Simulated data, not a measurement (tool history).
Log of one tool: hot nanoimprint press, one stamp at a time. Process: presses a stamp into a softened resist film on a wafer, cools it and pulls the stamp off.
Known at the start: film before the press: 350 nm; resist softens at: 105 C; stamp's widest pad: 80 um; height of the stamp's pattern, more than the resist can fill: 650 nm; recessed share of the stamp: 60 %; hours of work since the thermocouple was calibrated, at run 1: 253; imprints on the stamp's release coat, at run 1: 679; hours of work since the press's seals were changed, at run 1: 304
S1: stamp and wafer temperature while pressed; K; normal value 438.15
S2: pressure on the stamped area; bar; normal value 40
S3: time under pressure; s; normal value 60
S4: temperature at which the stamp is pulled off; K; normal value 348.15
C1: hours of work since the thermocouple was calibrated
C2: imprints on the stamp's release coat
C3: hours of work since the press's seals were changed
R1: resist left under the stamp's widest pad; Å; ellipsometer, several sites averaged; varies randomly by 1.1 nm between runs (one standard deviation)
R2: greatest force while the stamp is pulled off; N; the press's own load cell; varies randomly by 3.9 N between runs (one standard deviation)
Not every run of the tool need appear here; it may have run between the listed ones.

| run | hour | S1 | S2 | S3 | S4 | C1 | C2 | C3 | R1 | R2 |
|---|---|---|---|---|---|---|---|---|---|---|
| 1 | 0 | 438.15 | 40 | 60 | 348.15 | 253 | 679 | 304 | 1684 | 231 |
| 2 | 13.4 | 438.15 | 40 | 60 | 348.15 | 260 | 725 | 311 | 1710 | 229 |
| 3 | 27.9 | 438.15 | 25.3 | 60 | 348.15 | 267 | 775 | 318 | 2009 | 227 |
| 4 | 44.2 | 438.15 | 40 | 60 | 348.15 | 276 | 830 | 327 | 1694 | 234 |
|  | 57 | stamp cleaned and given a new release coat |
| 5 | 72.1 | 438.15 | 40 | 60 | 348.15 | 287 | 51 | 338 | 1717 | 198 |
| 6 | 92.7 | 438.15 | 43.8 | 60 | 348.15 | 297 | 122 | 348 | 1644 | 193 |
| 7 | 115 | 438.15 | 40 | 70 | 348.15 | 308 | 198 | 360 | 1612 | 196 |
| 8 | 133.7 | 438.15 | 40 | 70 | 348.15 | 318 | 262 | 369 | 1609 | 207 |
| 9 | 144.2 | 446.15 | 40 | 70 | 348.15 | 323 | 298 | 374 | 979 | 199 |
| 10 | 159.5 | 446.15 | 40 | 70 | 348.15 | 331 | 351 | 382 | 994 | 216 |
| 11 | 182 | 438.15 | 40 | 60 | 341.15 | 342 | 428 | 393 | 1696 | 256 |
| 12 | 193.3 | 438.15 | 40 | 60 | 341.15 | 348 | 466 | 399 | 1735 | 255 |
| 13 | 206.8 | 438.15 | 40 | 60 | 341.15 | 355 | 513 | 406 | 1696 | 248 |
| 14 | 221.4 | 438.15 | 40 | 60 | 348.15 | 362 | 563 | 413 | 1742 | 218 |
| 15 | 240.7 | 438.15 | 36.9 | 60 | 348.15 | 372 | 628 | 423 | 1771 | 222 |
| 16 | 250.2 | 438.15 | 63.1 | 60 | 354.15 | 377 | 661 | 428 | 1433 | 201 |

For run 17, what comes out?
| 17 | 270.9 | 438.15 | 63.1 | 60 | 354.15 | 387 | 732 | 438 | ? | ? |

R1: 1447 Å
R2: 199 N
Were there no unlogged condition in the tool, this run, its random variation unchanged, would have produced R1 1317 Å, R2 162 N.
